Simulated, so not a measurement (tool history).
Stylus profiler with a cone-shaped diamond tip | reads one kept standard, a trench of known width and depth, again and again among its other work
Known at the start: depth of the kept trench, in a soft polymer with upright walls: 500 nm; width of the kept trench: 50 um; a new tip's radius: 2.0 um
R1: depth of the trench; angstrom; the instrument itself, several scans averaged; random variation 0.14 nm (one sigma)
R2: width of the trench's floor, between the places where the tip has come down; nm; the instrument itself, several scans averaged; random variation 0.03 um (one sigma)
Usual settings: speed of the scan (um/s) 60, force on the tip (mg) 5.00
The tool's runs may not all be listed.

Run 1, hour 0.0: usual settings. Result: R1 5080.0 angstrom, R2 47140 nm.
Run 2, hour 13.5: usual settings but force on the tip (mg) 11.89. Result: R1 5139.3 angstrom, R2 47260 nm.
Run 3, hour 26.4: usual settings but force on the tip (mg) 11.89. Result: R1 5139.9 angstrom, R2 47220 nm.
Run 4, hour 44.5: usual settings but force on the tip (mg) 3.49. Result: R1 5060.0 angstrom, R2 47130 nm.
Run 5, hour 71.4: usual settings but force on the tip (mg) 3.49. Result: R1 5062.3 angstrom, R2 47120 nm.
Run 6, hour 97.8: usual settings but force on the tip (mg) 3.49. Result: R1 5063.2 angstrom, R2 47070 nm.
Run 7, hour 119.8: usual settings. Result: R1 5076.7 angstrom, R2 47110 nm.
Run 8, hour 138.1: usual settings. Result: R1 5081.6 angstrom, R2 47130 nm.
Run 9, hour 160.6: usual settings but speed of the scan (um/s) 20. Result: R1 5078.2 angstrom, R2 47280 nm.
Run 10, hour 184.9: usual settings but speed of the scan (um/s) 20. Result: R1 5078.6 angstrom, R2 47280 nm.
Run 11, hour 213.2: usual settings but speed of the scan (um/s) 63. Result: R1 5076.7 angstrom, R2 47130 nm.
Run 12, hour 236.8: usual settings but speed of the scan (um/s) 63. Result: R1 5080.1 angstrom, R2 47160 nm.
Run 13, hour 253.4: usual settings but speed of the scan (um/s) 81. Result: R1 5080.3 angstrom, R2 47120 nm.
Run 14, hour 267.6: usual settings but speed of the scan (um/s) 81, force on the tip (mg) 4.27. Result: R1 5070.7 angstrom, R2 47040 nm.
Run 15, hour 280.8: usual settings but speed of the scan (um/s) 98, force on the tip (mg) 4.67. Result: R1 5074.5 angstrom, R2 46990 nm.
Run 16, hour 300.1: usual settings but speed of the scan (um/s) 54, force on the tip (mg) 8.69. Result: R1 5115.1 angstrom, R2 47200 nm.
Run 17, hour 321.1: usual settings but speed of the scan (um/s) 32, force on the tip (mg) 2.48. Result: R1 5050.8 angstrom, R2 47190 nm.
Run 18, hour 336.6: usual settings but speed of the scan (um/s) 54, force on the tip (mg) 5.85. Result: R1 5087.2 angstrom, R2 47150 nm.
Run 19, hour 355.5: usual settings but speed of the scan (um/s) 44, force on the tip (mg) 5.60. Result: R1 5083.7 angstrom, R2 47180 nm.
Run 20, hour 367.8: usual settings but speed of the scan (um/s) 65, force on the tip (mg) 5.15. Result: R1 5079.6 angstrom, R2 47050 nm.
Run 21, hour 382.6: usual settings but speed of the scan (um/s) 65, force on the tip (mg) 5.15. Result: R1 5081.9 angstrom, R2 47140 nm.
Run 22, hour 400.9: usual settings but speed of the scan (um/s) 89, force on the tip (mg) 2.73. Result: R1 5049.3 angstrom, R2 47010 nm.
Run 23, hour 412.7: usual settings but speed of the scan (um/s) 89, force on the tip (mg) 2.73. Result: R1 5051.9 angstrom, R2 46940 nm.
Run 24, hour 430.9: usual settings but speed of the scan (um/s) 33, force on the tip (mg) 10.58. Result: R1 5128.8 angstrom, R2 47260 nm.
Run 25, hour 457.0: usual settings but speed of the scan (um/s) 33, force on the tip (mg) 10.58. Result: R1 5130.1 angstrom, R2 47310 nm.
Run 26, hour 481.2: usual settings but speed of the scan (um/s) 46, force on the tip (mg) 5.90. Result: R1 5089.8 angstrom, R2 47220 nm.
Run 27, hour 503.2: usual settings but speed of the scan (um/s) 17, force on the tip (mg) 2.92. Result: R1 5056.5 angstrom, R2 47310 nm.
Run 28, hour 529.6: usual settings but speed of the scan (um/s) 152, force on the tip (mg) 5.07. Result: R1 5079.8 angstrom, R2 46840 nm.

3 ways to go on from here, each from the tool as it stands after run 28. What would each give?
Run A, hour 553.8: usual settings but speed of the scan (um/s) 27, force on the tip (mg) 5.50. Result: R1 ?, R2 ?.
Run B, hour 553.8: usual settings but speed of the scan (um/s) 152, force on the tip (mg) 7.16. Result: R1 ?, R2 ?.
Run C, hour 553.8: usual settings but force on the tip (mg) 7.03. Result: R1 ?, R2 ?.

run      R1     R2
  A  5085.0  47280
  B  5099.9  46970
  C  5096.6  47170
Without the tool's hidden state the same runs would have given:
run      R1     R2
  A  5084.9  47290
  B  5099.9  46980
  C  5096.5  47180
